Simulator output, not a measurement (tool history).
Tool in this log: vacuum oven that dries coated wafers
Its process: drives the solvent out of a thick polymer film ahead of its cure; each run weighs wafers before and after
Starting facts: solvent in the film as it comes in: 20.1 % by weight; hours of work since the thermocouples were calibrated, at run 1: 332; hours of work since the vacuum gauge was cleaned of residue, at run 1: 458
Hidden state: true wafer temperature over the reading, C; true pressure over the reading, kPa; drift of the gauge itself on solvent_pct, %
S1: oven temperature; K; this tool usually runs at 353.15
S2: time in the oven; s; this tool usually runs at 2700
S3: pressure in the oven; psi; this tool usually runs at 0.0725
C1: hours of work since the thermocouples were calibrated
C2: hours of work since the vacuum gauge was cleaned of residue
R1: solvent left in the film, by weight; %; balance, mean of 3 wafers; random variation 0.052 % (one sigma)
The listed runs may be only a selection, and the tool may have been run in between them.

run   hour      S1    S2      S3   C1   C2    R1
  1    0.0  353.15  2700  0.0725  332  458  1.48
  2   19.7  353.15  2700  0.0725  342  469  1.45
  3   31.4  353.15  2700  0.0725  349  475  1.55
  4   50.8  353.15  3300  0.0725  359  486  0.92
  5   62.7  353.15  2700  0.0725  365  492  1.57
  6   81.3  353.15  2700  0.0725  376  502  1.62
  7   93.1  353.15  2700  0.1977  382  508  1.97
  8  103.3  353.15  3000  0.0725  387  514  1.24
  9  126.6  364.15  3000  0.0725  400  527  0.26
 10  141.1  364.15  3000  0.0725  408  534  0.25
 11  159.6  353.15  2820  0.0725  418  544  1.47
 12  182.5  353.15  2820  0.0725  430  557  1.41
 13  200.3  353.15  2700  0.0725  440  566  1.57
 14  215.6  353.15  2700  0.0725  448  575  1.58
 15  225.5  353.15  2700  0.0725  454  580  1.59
 16  239.0  353.15  2700  0.1524  461  587  1.98
 17  249.0  353.15  2700  0.1524  466  593  1.84
 18  267.0  353.15  2700  0.0725  476  603  1.60
 19  277.5  353.15  2700  0.0725  482  608  1.53
 20  287.7  353.15  2700  0.0725  487  614  1.64
 21  311.1  353.15  2700  0.0725  500  626  1.60
 22  333.4  353.15  1800  0.0725  512  638  3.27
 23  355.4  353.15  2700  0.0725  524  650  1.64
 24  376.4  353.15  2700  0.0725  535  662  1.62
 25  398.0  353.15  2700  0.0725  547  673  1.66
 26  408.5  353.15  4800  0.0595  553  679  0.58
 27  425.7  353.15  4800  0.1640  562  688  0.87
 28  447.0  353.15  4800  0.2223  573  700  1.13
 29  468.2  357.15  1620  0.0458  585  711  2.44
 30  489.7  357.15  1920  0.0963  597  723  1.99
 31  509.3  357.15  1920  0.0963  607  734  1.91
 32  526.5  352.15  4440  0.1891  617  743  1.23
 33  545.6  362.15  1980  0.0545  627  753  0.78
     548.8  -- oven's thermocouples calibrated
 34  567.4  362.15  1980  0.0545   10  764  0.84
 35  588.0  362.15  1980  0.0545   21  775  0.72
 36  609.0  362.15  1980  0.0545   33  787  0.80
 37  620.4  367.15  1740  0.2630   39  793  0.92
 38  639.6  357.15  2040  0.0725   49  803  1.76
 39  655.3  357.15  2040  0.0725   58  812  1.65
     660.2  -- oven's thermocouples calibrated, once more
 40  667.1  350.15  1440  0.1819    4  817  5.91
 41  677.1  350.15  1440  0.1819    9  822  5.70
 42  693.2  367.15  3240  0.1819   18  831  0.43
 43  713.2  361.15  2700  0.1527   29  842  0.67
 44  735.4  361.15  4680  0.1695   41  854  0.60
 45  748.8  354.15  2700  0.2139   48  861  1.80
 46  762.4  366.15  3060  0.0702   55  869  0.22
 47  784.4  361.15  3600  0.0429   67  880  0.24

Below are 4 alternative next runs, each starting from the tool's condition after run 47. Predict each:
  A  807.3  353.15  3960  0.0725  80  893   ?
  B  807.3  359.15  1920  0.2505  80  893   ?
  C  807.3  363.15  1500  0.1488  80  893   ?
  D  807.3  361.15  3600  0.1315  80  893   ?

run    R1
  A  0.77
  B  1.82
  C  1.45
  D  0.44
What these runs would have given with no unlogged condition in the tool:
run    R1
  A  0.58
  B  1.64
  C  1.30
  D  0.31
